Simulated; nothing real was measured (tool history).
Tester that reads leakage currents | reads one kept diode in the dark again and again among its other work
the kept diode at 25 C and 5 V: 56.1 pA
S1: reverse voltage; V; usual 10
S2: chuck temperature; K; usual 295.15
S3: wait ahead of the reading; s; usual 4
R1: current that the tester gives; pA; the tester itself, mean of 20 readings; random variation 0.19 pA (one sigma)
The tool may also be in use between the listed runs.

| run | hour | S1 | S2 | S3 | R1 |
|---|---|---|---|---|---|
| 1 | 0 | 10 | 295.15 | 4 | 68.76 |
| 2 | 33.5 | 10 | 295.15 | 4 | 68.87 |
| 3 | 83.2 | 10 | 295.15 | 4 | 69.01 |
| 4 | 114.3 | 10 | 295.15 | 4 | 68.9 |
| 5 | 157.7 | 11 | 295.15 | 4 | 72.86 |
| 6 | 177.7 | 11 | 295.15 | 4 | 73.31 |
| 7 | 222.1 | 1.7 | 311.15 | 0.58 | 102.31 |
| 8 | 261.3 | 10 | 309.15 | 4 | 213 |
| 9 | 310.3 | 10 | 309.15 | 4 | 212.22 |
| 10 | 346.1 | 10 | 310.15 | 4 | 229.38 |
| 11 | 392.5 | 10 | 315.15 | 4 | 338.06 |
| 12 | 424.2 | 1.2 | 325.15 | 2.85 | 247.53 |

Measured less the same run without the tool's hidden state. The same run-to-run variation is in both; the gauge's scatter may not be:
The hidden state here: stray current of the dirty probe card, pA a volt; current scale over the true one, %; true chuck temperature over the reading, C; drift of the gauge itself on leakage_pa, %.
| run | R1 |
|---|---|
| 1 | +6.93 |
| 2 | +7.08 |
| 3 | +7.28 |
| 4 | +7.39 |
| 5 | +8.23 |
| 6 | +8.35 |
| 7 | +4.5 |
| 8 | +13.12 |
| 9 | +13.38 |
| 10 | +14.22 |
| 11 | +18.36 |
| 12 | +9.56 |
